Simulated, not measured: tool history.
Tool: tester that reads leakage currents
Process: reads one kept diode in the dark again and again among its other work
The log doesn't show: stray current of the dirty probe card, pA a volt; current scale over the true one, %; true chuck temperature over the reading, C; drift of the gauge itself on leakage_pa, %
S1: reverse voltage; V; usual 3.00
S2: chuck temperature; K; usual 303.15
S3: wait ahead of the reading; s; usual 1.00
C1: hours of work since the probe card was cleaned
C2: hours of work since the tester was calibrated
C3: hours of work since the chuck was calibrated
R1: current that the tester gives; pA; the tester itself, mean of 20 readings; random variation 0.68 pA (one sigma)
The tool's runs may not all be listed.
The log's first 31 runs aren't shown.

{"hour": 5300.8, "done": "probe card cleaned and baked"}
{"hour": 5302.8, "done": "tester calibrated"}
{"run": 32, "hour": 5439.0, "S1": 9.48, "S2": 331.15, "S3": 3.35, "C1": 76, "C2": 76, "C3": 384, "R1": 4163.16}
{"run": 33, "hour": 5678.5, "S1": 9.48, "S2": 331.15, "S3": 3.35, "C1": 210, "C2": 210, "C3": 518, "R1": 4150.01}
{"run": 34, "hour": 5844.0, "S1": 2.42, "S2": 328.15, "S3": 3.64, "C1": 302, "C2": 302, "C3": 610, "R1": 1507.48}
{"run": 35, "hour": 6010.4, "S1": 2.42, "S2": 328.15, "S3": 3.64, "C1": 395, "C2": 395, "C3": 703, "R1": 1503.01}
{"run": 36, "hour": 6234.3, "S1": 2.14, "S2": 328.15, "S3": 0.5, "C1": 520, "C2": 520, "C3": 828, "R1": 1401.14}
{"hour": 6247.3, "done": "chuck's temperature calibrated"}
{"run": 37, "hour": 6430.5, "S1": 10.49, "S2": 303.15, "S3": 1.14, "C1": 628, "C2": 628, "C3": 102, "R1": 471.86}
{"run": 38, "hour": 6597.9, "S1": 10.49, "S2": 303.15, "S3": 1.14, "C1": 722, "C2": 722, "C3": 196, "R1": 471.01}
{"run": 39, "hour": 6768.6, "S1": 3.0, "S2": 303.15, "S3": 0.92, "C1": 817, "C2": 817, "C3": 291, "R1": 228.9}

Forecast each of these 3 alternatives for the next run:
{"run": "A", "hour": 6996.3, "S1": 4.19, "S2": 318.15, "S3": 1.0, "C1": 944, "C2": 944, "C3": 418, "R1": "?"}
{"run": "B", "hour": 6996.3, "S1": 2.3, "S2": 298.15, "S3": 4.82, "C1": 944, "C2": 944, "C3": 418, "R1": "?"}
{"run": "C", "hour": 6996.3, "S1": 3.04, "S2": 307.15, "S3": 0.31, "C1": 944, "C2": 944, "C3": 418, "R1": "?"}

run=A R1=958.09
run=B R1=125.15
run=C R1=326.61
Without the tool's hidden state the same runs would have given:
run=A R1=959.19
run=B R1=125.30
run=C R1=327.00

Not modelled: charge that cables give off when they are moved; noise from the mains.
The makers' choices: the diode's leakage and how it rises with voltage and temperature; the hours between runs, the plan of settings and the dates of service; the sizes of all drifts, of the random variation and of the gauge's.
